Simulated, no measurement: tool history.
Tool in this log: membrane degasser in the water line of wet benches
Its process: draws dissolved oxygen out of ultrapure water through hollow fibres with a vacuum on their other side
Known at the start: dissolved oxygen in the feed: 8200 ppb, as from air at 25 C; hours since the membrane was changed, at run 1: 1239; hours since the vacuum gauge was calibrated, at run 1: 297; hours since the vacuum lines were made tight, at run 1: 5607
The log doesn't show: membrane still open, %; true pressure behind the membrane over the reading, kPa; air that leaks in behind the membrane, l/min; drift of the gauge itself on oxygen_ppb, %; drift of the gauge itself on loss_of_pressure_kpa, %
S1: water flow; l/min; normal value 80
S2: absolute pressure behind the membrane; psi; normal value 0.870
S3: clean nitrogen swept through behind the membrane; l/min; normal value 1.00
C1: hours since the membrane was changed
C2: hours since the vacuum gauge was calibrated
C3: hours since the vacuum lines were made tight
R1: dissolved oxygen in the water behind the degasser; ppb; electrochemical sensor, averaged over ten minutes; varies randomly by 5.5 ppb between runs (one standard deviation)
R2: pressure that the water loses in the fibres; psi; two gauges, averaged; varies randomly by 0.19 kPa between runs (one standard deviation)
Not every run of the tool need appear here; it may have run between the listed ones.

Run 1, hour 0.0: usual settings; C1 1239; C2 297; C3 5607. Result: R1 551.1 ppb, R2 5.453 psi.
Run 2, hour 42.1: usual settings; C1 1281; C2 339; C3 5649. Result: R1 565.5 ppb, R2 5.491 psi.
Run 3, hour 105.7: usual settings; C1 1345; C2 403; C3 5713. Result: R1 551.9 ppb, R2 5.468 psi.
Run 4, hour 195.7: usual settings; C1 1435; C2 493; C3 5803. Result: R1 563.5 ppb, R2 5.439 psi.
Run 5, hour 249.0: usual settings but S3 1.75 l/min; C1 1488; C2 546; C3 5856. Result: R1 451.1 ppb, R2 5.453 psi.
Run 6, hour 292.3: usual settings but S3 1.75 l/min; C1 1531; C2 589; C3 5899. Result: R1 447.2 ppb, R2 5.493 psi.
Run 7, hour 339.3: usual settings but S3 1.02 l/min; C1 1578; C2 636; C3 5946. Result: R1 563.4 ppb, R2 5.468 psi.
Run 8, hour 391.6: usual settings but S2 0.593 psi; C1 1631; C2 689; C3 5999. Result: R1 322.5 ppb, R2 5.464 psi.
Run 9, hour 448.5: usual settings but S2 0.573 psi; C1 1687; C2 746; C3 6056. Result: R1 316.7 ppb, R2 5.497 psi.
Run 10, hour 544.9: usual settings but S2 0.573 psi; C1 1784; C2 842; C3 6152. Result: R1 310.1 ppb, R2 5.439 psi.
Run 11, hour 594.8: usual settings; C1 1834; C2 892; C3 6202. Result: R1 578.8 ppb, R2 5.485 psi.
Run 12, hour 639.3: usual settings; C1 1878; C2 937; C3 6246. Result: R1 576.5 ppb, R2 5.445 psi.
Run 13, hour 681.6: usual settings; C1 1920; C2 979; C3 6289. Result: R1 574.3 ppb, R2 5.485 psi.
Run 14, hour 735.1: usual settings but S1 56 l/min; C1 1974; C2 1032; C3 6342. Result: R1 337.9 ppb, R2 3.845 psi.
Run 15, hour 831.9: usual settings but S3 2.06 l/min; C1 2071; C2 1129; C3 6439. Result: R1 424.8 ppb, R2 5.484 psi.
Run 16, hour 883.2: usual settings but S3 2.06 l/min; C1 2122; C2 1180; C3 6490. Result: R1 428.8 ppb, R2 5.480 psi.
Run 17, hour 950.9: usual settings but S1 95 l/min, S3 2.06 l/min; C1 2190; C2 1248; C3 6558. Result: R1 589.9 ppb, R2 6.543 psi.
Run 18, hour 1025.8: usual settings but S1 61 l/min, S2 0.634 psi, S3 2.95 l/min; C1 2265; C2 1323; C3 6633. Result: R1 133.6 ppb, R2 4.181 psi.
Run 19, hour 1093.2: usual settings but S1 89 l/min, S2 0.799 psi, S3 2.95 l/min; C1 2332; C2 1390; C3 6700. Result: R1 431.8 ppb, R2 6.131 psi.
Run 20, hour 1150.6: usual settings but S1 89 l/min, S2 0.727 psi, S3 0.69 l/min; C1 2389; C2 1448; C3 6758. Result: R1 597.7 ppb, R2 6.141 psi.
Run 21, hour 1205.6: usual settings but S1 89 l/min, S2 0.727 psi, S3 0.69 l/min; C1 2445; C2 1503; C3 6813. Result: R1 602.6 ppb, R2 6.110 psi.
Run 22, hour 1250.1: usual settings but S1 50 l/min; C1 2489; C2 1547; C3 6857. Result: R1 299.4 ppb, R2 3.403 psi.
Run 23, hour 1331.4: usual settings but S1 120 l/min, S2 1.374 psi, S3 0.48 l/min; C1 2570; C2 1629; C3 6939. Result: R1 1907.2 ppb, R2 8.251 psi.
Run 24, hour 1380.3: usual settings but S1 71 l/min, S2 1.374 psi, S3 0.48 l/min; C1 2619; C2 1677; C3 6987. Result: R1 1249.3 ppb, R2 4.892 psi.
Run 25, hour 1469.6: usual settings but S1 71 l/min, S2 1.374 psi, S3 0.48 l/min; C1 2709; C2 1767; C3 7077. Result: R1 1244.5 ppb, R2 4.899 psi.
Run 26, hour 1564.2: usual settings but S1 71 l/min, S2 2.125 psi, S3 0.60 l/min; C1 2803; C2 1861; C3 7171. Result: R1 1773.0 ppb, R2 4.892 psi.
At hour 1628.7: seals of the vacuum lines changed.
Run 27, hour 1663.8: usual settings but S1 71 l/min, S2 2.125 psi, S3 0.60 l/min; C1 2901; C2 1959; C3 35. Result: R1 1781.9 ppb, R2 4.876 psi.
Run 28, hour 1723.8: usual settings but S1 90 l/min, S2 0.876 psi, S3 0.59 l/min; C1 2961; C2 2019; C3 95. Result: R1 824.0 ppb, R2 6.167 psi.
Run 29, hour 1799.8: usual settings but S2 0.844 psi; C1 3037; C2 2095; C3 171. Result: R1 561.5 ppb, R2 5.500 psi.
Run 30, hour 1879.9: usual settings but S1 85 l/min, S2 0.638 psi; C1 3117; C2 2175; C3 251. Result: R1 436.7 ppb, R2 5.874 psi.
Run 31, hour 1960.4: usual settings but S1 59 l/min, S2 0.638 psi; C1 3197; C2 2256; C3 332. Result: R1 208.4 ppb, R2 4.083 psi.

Predict each of these 5 candidate next runs independently; none follows another, all start after run 31:
Run A, hour 2011.2: usual settings but S1 90 l/min, S2 0.766 psi, S3 1.22 l/min; C1 3248; C2 2306; C3 383. Result: R1 ?, R2 ?.
Run B, hour 2011.2: usual settings but S1 59 l/min, S2 1.310 psi; C1 3248; C2 2306; C3 383. Result: R1 ?, R2 ?.
Run C, hour 2011.2: usual settings but S1 93 l/min, S2 1.648 psi, S3 0.47 l/min; C1 3248; C2 2306; C3 383. Result: R1 ?, R2 ?.
Run D, hour 2011.2: usual settings but S1 58 l/min, S2 0.638 psi; C1 3248; C2 2306; C3 383. Result: R1 ?, R2 ?.
Run E, hour 2011.2: usual settings but S1 111 l/min, S2 0.638 psi; C1 3248; C2 2306; C3 383. Result: R1 ?, R2 ?.

run      R1     R2
  A   566.6  6.244
  B   657.8  4.073
  C  1877.3  6.399
  D   199.9  3.946
  E   727.8  7.710
The same runs, with their run-to-run variation unchanged, on a tool lacking any hidden condition would have given:
run      R1     R2
  A   538.5  6.151
  B   642.2  4.012
  C  1847.1  6.305
  D   183.0  3.887
  E   689.8  7.596
